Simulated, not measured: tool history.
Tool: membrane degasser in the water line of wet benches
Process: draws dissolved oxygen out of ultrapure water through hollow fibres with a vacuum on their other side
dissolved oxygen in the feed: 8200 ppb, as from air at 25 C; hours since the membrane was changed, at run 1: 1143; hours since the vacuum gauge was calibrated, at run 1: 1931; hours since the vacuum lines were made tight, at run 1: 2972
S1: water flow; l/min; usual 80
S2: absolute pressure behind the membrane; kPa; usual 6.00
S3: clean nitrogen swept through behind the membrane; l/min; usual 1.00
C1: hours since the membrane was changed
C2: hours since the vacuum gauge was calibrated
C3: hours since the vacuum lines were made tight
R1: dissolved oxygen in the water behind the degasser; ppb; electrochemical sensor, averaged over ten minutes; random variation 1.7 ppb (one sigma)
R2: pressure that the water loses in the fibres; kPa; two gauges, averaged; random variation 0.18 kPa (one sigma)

run 1 hour=0.0 | S1=80 S2=6.00 S3=1.00 | C1=1143 C2=1931 C3=2972 | R1=376.5 R2=31.16
run 2 hour=82.1 | S1=80 S2=6.00 S3=1.00 | C1=1225 C2=2013 C3=3054 | R1=373.5 R2=31.00
run 3 hour=146.0 | S1=80 S2=6.00 S3=0.47 | C1=1289 C2=2077 C3=3118 | R1=574.6 R2=31.07
run 4 hour=195.4 | S1=80 S2=6.00 S3=1.00 | C1=1339 C2=2127 C3=3167 | R1=375.3 R2=31.05
run 5 hour=262.9 | S1=86 S2=6.00 S3=1.00 | C1=1406 C2=2194 C3=3235 | R1=389.7 R2=33.47
run 6 hour=339.3 | S1=86 S2=6.00 S3=1.00 | C1=1483 C2=2271 C3=3311 | R1=397.6 R2=33.12
run 7 hour=376.9 | S1=80 S2=6.00 S3=0.50 | C1=1520 C2=2308 C3=3349 | R1=552.7 R2=31.00
run 8 hour=439.3 | S1=80 S2=6.00 S3=0.50 | C1=1583 C2=2371 C3=3411 | R1=557.1 R2=31.11
run 9 hour=502.7 | S1=80 S2=9.98 S3=1.00 | C1=1646 C2=2434 C3=3474 | R1=848.3 R2=31.16
run 10 hour=563.8 | S1=80 S2=9.98 S3=1.00 | C1=1707 C2=2495 C3=3536 | R1=851.3 R2=31.03
run 11 hour=610.8 | S1=80 S2=9.98 S3=1.00 | C1=1754 C2=2542 C3=3583 | R1=855.5 R2=30.76
run 12 hour=674.6 | S1=80 S2=6.00 S3=1.00 | C1=1818 C2=2606 C3=3646 | R1=377.7 R2=31.04
run 13 hour=727.2 | S1=80 S2=9.80 S3=1.00 | C1=1871 C2=2659 C3=3699 | R1=836.6 R2=30.98
run 14 hour=805.3 | S1=72 S2=9.80 S3=1.00 | C1=1949 C2=2737 C3=3777 | R1=781.3 R2=28.03
run 15 hour=877.2 | S1=72 S2=9.80 S3=1.00 | C1=2021 C2=2809 C3=3849 | R1=779.8 R2=28.17
-- hour=881.6 vacuum gauge calibrated
run 16 hour=916.9 | S1=80 S2=6.00 S3=1.00 | C1=2060 C2=35 C3=3888 | R1=386.1 R2=31.31
run 17 hour=982.7 | S1=80 S2=6.00 S3=1.00 | C1=2126 C2=101 C3=3954 | R1=386.5 R2=30.86
run 18 hour=1041.9 | S1=69 S2=4.16 S3=1.00 | C1=2185 C2=160 C3=4013 | R1=134.2 R2=26.68
run 19 hour=1103.0 | S1=53 S2=4.41 S3=1.85 | C1=2246 C2=221 C3=4074 | R1=83.4 R2=20.82
run 20 hour=1174.4 | S1=84 S2=9.10 S3=1.23 | C1=2317 C2=293 C3=4146 | R1=689.3 R2=32.89
-- hour=1205.5 vacuum gauge calibrated, once more
run 21 hour=1257.7 | S1=84 S2=9.10 S3=1.23 | C1=2400 C2=52 C3=4228 | R1=676.1 R2=33.20
run 22 hour=1328.0 | S1=53 S2=4.32 S3=0.97 | C1=2470 C2=122 C3=4299 | R1=116.3 R2=20.79
run 23 hour=1362.1 | S1=120 S2=4.70 S3=1.74 | C1=2504 C2=157 C3=4333 | R1=197.9 R2=47.04
run 24 hour=1434.0 | S1=68 S2=14.75 S3=1.00 | C1=2576 C2=229 C3=4405 | R1=1232.5 R2=26.38
run 25 hour=1483.0 | S1=58 S2=7.98 S3=1.41 | C1=2625 C2=277 C3=4454 | R1=382.3 R2=22.43
run 26 hour=1565.3 | S1=58 S2=7.44 S3=1.41 | C1=2708 C2=360 C3=4536 | R1=341.3 R2=22.81
run 27 hour=1648.0 | S1=56 S2=6.24 S3=1.76 | C1=2790 C2=443 C3=4619 | R1=201.3 R2=22.05

Run 28 comes next. What will it give?
run 28 hour=1701.3 | S1=52 S2=5.76 S3=0.71 | C1=2844 C2=496 C3=4672 | R1=? R2=?

{"run 28": {"R1": 316.6, "R2": 20.41}}
Without the tool's hidden state the same run would have given R1 313.0 ppb, R2 20.01 kPa.
